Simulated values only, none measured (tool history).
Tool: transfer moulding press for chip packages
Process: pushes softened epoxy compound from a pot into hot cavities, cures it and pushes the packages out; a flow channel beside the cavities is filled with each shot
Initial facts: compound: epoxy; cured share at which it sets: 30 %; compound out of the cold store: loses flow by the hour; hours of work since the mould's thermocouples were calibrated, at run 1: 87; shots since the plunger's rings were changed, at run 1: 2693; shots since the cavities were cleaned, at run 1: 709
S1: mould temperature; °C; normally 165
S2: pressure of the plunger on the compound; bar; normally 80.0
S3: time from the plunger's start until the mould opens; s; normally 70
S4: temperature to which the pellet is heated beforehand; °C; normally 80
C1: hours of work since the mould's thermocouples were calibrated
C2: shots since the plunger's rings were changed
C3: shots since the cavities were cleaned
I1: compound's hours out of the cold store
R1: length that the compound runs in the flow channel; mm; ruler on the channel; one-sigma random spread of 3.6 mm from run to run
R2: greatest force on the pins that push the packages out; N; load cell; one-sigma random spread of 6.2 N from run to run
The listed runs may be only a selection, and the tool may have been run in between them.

Run 1, hour 0.0: usual settings; C1 87; C2 2693; C3 709; I1 23.8. Result: R1 634 mm, R2 244 N.
At hour 22.9: cavities cleaned with cleaning compound and waxed.
Run 2, hour 52.8: usual settings; C1 118; C2 3472; C3 454; I1 14.4. Result: R1 649 mm, R2 239 N.
Run 3, hour 82.4: usual settings but S1 164 °C; C1 136; C2 3921; C3 903; I1 29.4. Result: R1 617 mm, R2 255 N.
At hour 92.7: cavities cleaned with cleaning compound and waxed.
Run 4, hour 126.9: usual settings; C1 162; C2 4574; C3 519; I1 43.8. Result: R1 601 mm, R2 230 N.
At hour 157.4: plunger's sealing rings changed.
At hour 163.9: cavities cleaned with cleaning compound and waxed.
Run 5, hour 191.1: usual settings but S4 78 °C; C1 198; C2 488; C3 412; I1 32.2. Result: R1 614 mm, R2 234 N.
At hour 230.8: cavities cleaned with cleaning compound and waxed.
Run 6, hour 251.4: usual settings but S4 78 °C; C1 234; C2 1382; C3 313; I1 32.9. Result: R1 616 mm, R2 241 N.
At hour 298.2: cavities cleaned with cleaning compound and waxed.
Run 7, hour 299.7: usual settings but S4 78 °C; C1 262; C2 2093; C3 23; I1 38.2. Result: R1 601 mm, R2 243 N.
Run 8, hour 333.2: usual settings; C1 282; C2 2601; C3 531; I1 16.1. Result: R1 647 mm, R2 240 N.
At hour 366.6: cavities cleaned with cleaning compound and waxed.
Run 9, hour 394.4: usual settings; C1 318; C2 3507; C3 421; I1 12.9. Result: R1 648 mm, R2 250 N.
At hour 434.7: cavities cleaned with cleaning compound and waxed.
Run 10, hour 436.4: usual settings; C1 343; C2 4122; C3 25; I1 17.7. Result: R1 642 mm, R2 244 N.
At hour 498.5: plunger's sealing rings changed.
Run 11, hour 501.8: usual settings; C1 381; C2 50; C3 981; I1 22.1. Result: R1 635 mm, R2 240 N.
At hour 508.2: cavities cleaned with cleaning compound and waxed.
Run 12, hour 534.6: usual settings; C1 400; C2 525; C3 401; I1 14.4. Result: R1 646 mm, R2 229 N.
At hour 576.9: cavities cleaned with cleaning compound and waxed.
Run 13, hour 576.9: usual settings; C1 424; C2 1144; C3 0; I1 45.2. Result: R1 599 mm, R2 240 N.
Run 14, hour 617.6: usual settings but S1 169 °C, S4 88 °C; C1 449; C2 1763; C3 619; I1 28.8. Result: R1 610 mm, R2 219 N.
At hour 645.1: cavities cleaned with cleaning compound and waxed.
Run 15, hour 655.9: usual settings but S1 157 °C, S2 64.0 bar, S4 82 °C; C1 471; C2 2322; C3 165; I1 15.6. Result: R1 600 mm, R2 382 N.
At hour 677.2: mould's thermocouples calibrated.
Run 16, hour 690.5: usual settings but S1 164 °C, S2 89.4 bar, S3 74 s, S4 88 °C; C1 8; C2 2817; C3 660; I1 44.1. Result: R1 627 mm, R2 222 N.
At hour 714.2: cavities cleaned with cleaning compound and waxed.
Run 17, hour 729.7: usual settings but S2 75.6 bar, S4 74 °C; C1 31; C2 3389; C3 235; I1 19.0. Result: R1 626 mm, R2 249 N.

Run 18, settings as shown, results not yet in. Your forecast:
Run 18, hour 774.3: usual settings but S2 75.6 bar, S4 74 °C; C1 58; C2 4067; C3 913; I1 9.5. Result: R1 ?, R2 ?.

R1: 637 mm
R2: 245 N
Were there no unlogged condition in the tool, this run, its random variation unchanged, would have produced R1 637 mm, R2 244 N.
